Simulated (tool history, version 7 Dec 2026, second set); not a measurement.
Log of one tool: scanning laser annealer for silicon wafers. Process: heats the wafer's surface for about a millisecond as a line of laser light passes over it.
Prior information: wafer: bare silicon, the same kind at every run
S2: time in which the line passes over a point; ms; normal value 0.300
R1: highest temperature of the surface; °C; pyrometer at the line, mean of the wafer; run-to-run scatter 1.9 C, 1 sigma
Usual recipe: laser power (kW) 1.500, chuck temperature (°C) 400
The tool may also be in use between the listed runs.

run 1 hour=0.0 | laser_power_(kW)=1.500 S2=0.300 chuck_temperature_(°C)=400 | R1=1111
run 2 hour=29.5 | laser_power_(kW)=1.500 S2=0.300 chuck_temperature_(°C)=400 | R1=1107
run 3 hour=47.7 | laser_power_(kW)=1.500 S2=0.300 chuck_temperature_(°C)=400 | R1=1108
run 4 hour=79.7 | laser_power_(kW)=1.500 S2=0.300 chuck_temperature_(°C)=400 | R1=1108
run 5 hour=95.5 | laser_power_(kW)=1.500 S2=0.300 chuck_temperature_(°C)=400 | R1=1106
run 6 hour=122.0 | laser_power_(kW)=1.458 S2=0.300 chuck_temperature_(°C)=400 | R1=1079
run 7 hour=143.3 | laser_power_(kW)=1.500 S2=0.300 chuck_temperature_(°C)=400 | R1=1103
run 8 hour=176.3 | laser_power_(kW)=1.500 S2=0.226 chuck_temperature_(°C)=400 | R1=1013
run 9 hour=206.5 | laser_power_(kW)=1.500 S2=0.226 chuck_temperature_(°C)=400 | R1=1006
run 10 hour=229.2 | laser_power_(kW)=1.500 S2=0.226 chuck_temperature_(°C)=400 | R1=1007
run 11 hour=262.1 | laser_power_(kW)=1.301 S2=0.300 chuck_temperature_(°C)=400 | R1=978
run 12 hour=290.9 | laser_power_(kW)=1.500 S2=0.300 chuck_temperature_(°C)=400 | R1=1096
run 13 hour=320.2 | laser_power_(kW)=1.500 S2=0.300 chuck_temperature_(°C)=400 | R1=1091
run 14 hour=347.7 | laser_power_(kW)=1.500 S2=0.300 chuck_temperature_(°C)=417 | R1=1110
run 15 hour=377.2 | laser_power_(kW)=1.500 S2=0.300 chuck_temperature_(°C)=417 | R1=1106
run 16 hour=410.2 | laser_power_(kW)=1.500 S2=0.300 chuck_temperature_(°C)=400 | R1=1087
run 17 hour=431.1 | laser_power_(kW)=1.500 S2=0.300 chuck_temperature_(°C)=439 | R1=1125
run 18 hour=454.5 | laser_power_(kW)=1.500 S2=0.300 chuck_temperature_(°C)=395 | R1=1081
run 19 hour=471.3 | laser_power_(kW)=1.500 S2=0.300 chuck_temperature_(°C)=395 | R1=1078
run 20 hour=500.2 | laser_power_(kW)=1.500 S2=0.300 chuck_temperature_(°C)=395 | R1=1078
run 21 hour=523.1 | laser_power_(kW)=1.500 S2=0.351 chuck_temperature_(°C)=395 | R1=1128
run 22 hour=557.5 | laser_power_(kW)=1.500 S2=0.351 chuck_temperature_(°C)=395 | R1=1126
run 23 hour=588.9 | laser_power_(kW)=1.580 S2=0.253 chuck_temperature_(°C)=408 | R1=1072
run 24 hour=612.3 | laser_power_(kW)=1.414 S2=0.322 chuck_temperature_(°C)=396 | R1=1043
run 25 hour=642.7 | laser_power_(kW)=1.500 S2=0.269 chuck_temperature_(°C)=395 | R1=1030
run 26 hour=659.2 | laser_power_(kW)=1.500 S2=0.269 chuck_temperature_(°C)=395 | R1=1031
run 27 hour=687.5 | laser_power_(kW)=1.502 S2=0.227 chuck_temperature_(°C)=384 | R1=968
run 28 hour=704.4 | laser_power_(kW)=1.502 S2=0.227 chuck_temperature_(°C)=384 | R1=969
run 29 hour=728.8 | laser_power_(kW)=1.625 S2=0.299 chuck_temperature_(°C)=380 | R1=1124
run 30 hour=761.8 | laser_power_(kW)=1.515 S2=0.300 chuck_temperature_(°C)=400 | R1=1075
run 31 hour=788.0 | laser_power_(kW)=1.430 S2=0.235 chuck_temperature_(°C)=369 | R1=923
run 32 hour=820.2 | laser_power_(kW)=1.430 S2=0.272 chuck_temperature_(°C)=372 | R1=964
run 33 hour=851.2 | laser_power_(kW)=1.430 S2=0.272 chuck_temperature_(°C)=372 | R1=965
run 34 hour=867.7 | laser_power_(kW)=1.430 S2=0.272 chuck_temperature_(°C)=372 | R1=966
run 35 hour=893.6 | laser_power_(kW)=1.430 S2=0.247 chuck_temperature_(°C)=385 | R1=946
run 36 hour=916.5 | laser_power_(kW)=1.430 S2=0.212 chuck_temperature_(°C)=380 | R1=897
run 37 hour=939.4 | laser_power_(kW)=1.503 S2=0.234 chuck_temperature_(°C)=435 | R1=1016
-- hour=944.0 window over the wafer cleaned
run 38 hour=972.7 | laser_power_(kW)=1.503 S2=0.234 chuck_temperature_(°C)=435 | R1=1057
run 39 hour=988.6 | laser_power_(kW)=1.503 S2=0.234 chuck_temperature_(°C)=435 | R1=1055
run 40 hour=1009.0 | laser_power_(kW)=1.606 S2=0.234 chuck_temperature_(°C)=435 | R1=1109
run 41 hour=1025.4 | laser_power_(kW)=1.500 S2=0.216 chuck_temperature_(°C)=416 | R1=1004

Forecast each of these 4 alternatives for the next run:
run A hour=1048.0 | laser_power_(kW)=1.362 S2=0.300 chuck_temperature_(°C)=400 | R1=?
run B hour=1048.0 | laser_power_(kW)=1.377 S2=0.324 chuck_temperature_(°C)=401 | R1=?
run C hour=1048.0 | laser_power_(kW)=1.632 S2=0.300 chuck_temperature_(°C)=399 | R1=?
run D hour=1048.0 | laser_power_(kW)=1.500 S2=0.244 chuck_temperature_(°C)=429 | R1=?

run=A R1=1015
run=B R1=1049
run=C R1=1182
run=D R1=1057
With no hidden state in the tool, these same runs would have given:
run=A R1=1041
run=B R1=1076
run=C R1=1215
run=D R1=1084

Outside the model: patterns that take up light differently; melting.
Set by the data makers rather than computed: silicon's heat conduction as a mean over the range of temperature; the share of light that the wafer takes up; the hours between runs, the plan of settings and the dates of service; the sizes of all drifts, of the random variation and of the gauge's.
